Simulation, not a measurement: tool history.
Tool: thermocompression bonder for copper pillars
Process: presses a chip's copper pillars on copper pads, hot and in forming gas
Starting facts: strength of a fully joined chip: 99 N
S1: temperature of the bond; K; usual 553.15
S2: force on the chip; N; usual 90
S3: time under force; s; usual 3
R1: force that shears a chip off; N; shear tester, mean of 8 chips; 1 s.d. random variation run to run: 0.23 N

run    hour      S1   S2  S3    R1
  1     0.0  553.15   90   3  41.4
  2    53.5  553.15   90   3  41.4
  3   113.9  553.15   90   3  41.7
  4   159.0  553.15   90   3  41.3
      180.7  -- forming gas filter changed
  5   191.3  553.15   90   3  41.7
  6   243.8  553.15   90   3  42.1
  7   275.4  553.15   90   3  41.8
  8   342.8  575.15   90   3  50.9
  9   376.2  546.15   90   3  39.4
 10   407.7  551.15   90   3  41.3
      437.0  -- heater calibrated with a thermocouple chip
 11   462.9  553.15   90   3  42.1
 12   528.4  553.15   90   3  41.3
 13   580.6  553.15   90   3  42.3
 14   627.4  553.15   90   3  41.9
 15   689.7  570.15   71   3  41.7
 16   741.9  570.15   71   3  41.4
 17   778.3  570.15   71   3  41.6
 18   841.8  575.15   90   3  51.1
      883.9  -- forming gas filter changed
 19   908.8  526.15   90   3  31.5
 20   977.0  528.15   92   8  47.9
 21  1017.5  577.15   90   3  51.9
 22  1049.9  577.15   90   3  52.5
 23  1088.1  577.15  115   3  61.0
 24  1148.3  577.15  115   3  60.8
 25  1202.9  529.15   88   6  42.7

Selected run-to-run steps in R1, each split into two signed amounts: the part the tool would show with no hidden state at all (from settings, incoming material and random variation), and the remainder, which goes to the hidden state together with any gauge scatter not common to the measured and the hidden-state-free results:
Hidden state present: true temperature of the bond over the reading, C; force that reaches the chip, % of what is set; oxide that the forming gas leaves, % of the face; drift of the gauge itself on shear_n, %.
Run 18 -> 19: S1 575.15 -> 526.15, forming gas filter changed. R1 -19.6 N: hidden state -0.3, all else -19.3.
Run 19 -> 20: S1 526.15 -> 528.15, S2 90 -> 92, S3 3 -> 8. R1 +16.4 N: hidden state +0.5, all else +15.9.
Run 24 -> 25: S1 577.15 -> 529.15, S2 115 -> 88, S3 3 -> 6. R1 -18.1 N: hidden state -0.4, all else -17.7.
